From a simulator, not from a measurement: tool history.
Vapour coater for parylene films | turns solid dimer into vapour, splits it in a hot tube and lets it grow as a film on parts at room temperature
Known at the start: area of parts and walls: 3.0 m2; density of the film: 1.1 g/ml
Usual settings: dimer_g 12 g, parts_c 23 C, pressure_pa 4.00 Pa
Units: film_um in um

run     day  dimer_g  parts_c  pressure_pa  film_um
  1   0.000       12       23         4.00     2.34
  2   0.971       12       23         4.00     2.32
  3   1.879       12       23         4.00     2.30
  4   2.762       12       23         4.00     2.31
  5   3.833       12       23         4.00     2.29
  6   4.975       12       23         4.00     2.29
  7   5.946       12       23         4.00     2.30
  8   7.096        8       23         4.00     1.54
  9   8.254        8       23         4.00     1.52
 10   9.288        8       23         4.00     1.54
 11  10.350        8       23         4.00     1.51
 12  11.233        8       23         4.00     1.52
 13  12.142        6       27         2.61     1.10
 14  13.154        9       27         7.22     1.34
 15  14.342        9       27         7.22     1.34
 16  15.550        5       28         7.22     0.73
 17  16.350       12       23        11.43     1.80
 18  17.454        6       16         4.00     1.34
 19  18.000        6       35         4.00     0.82
 20  19.183       20       26         2.62     3.66

Forecast run 21:
 21  20.204       20       26         2.62        ?

Run 21 gave film_um 3.66 um.
Without the tool's hidden state the same run would have given film_um 3.92 um.
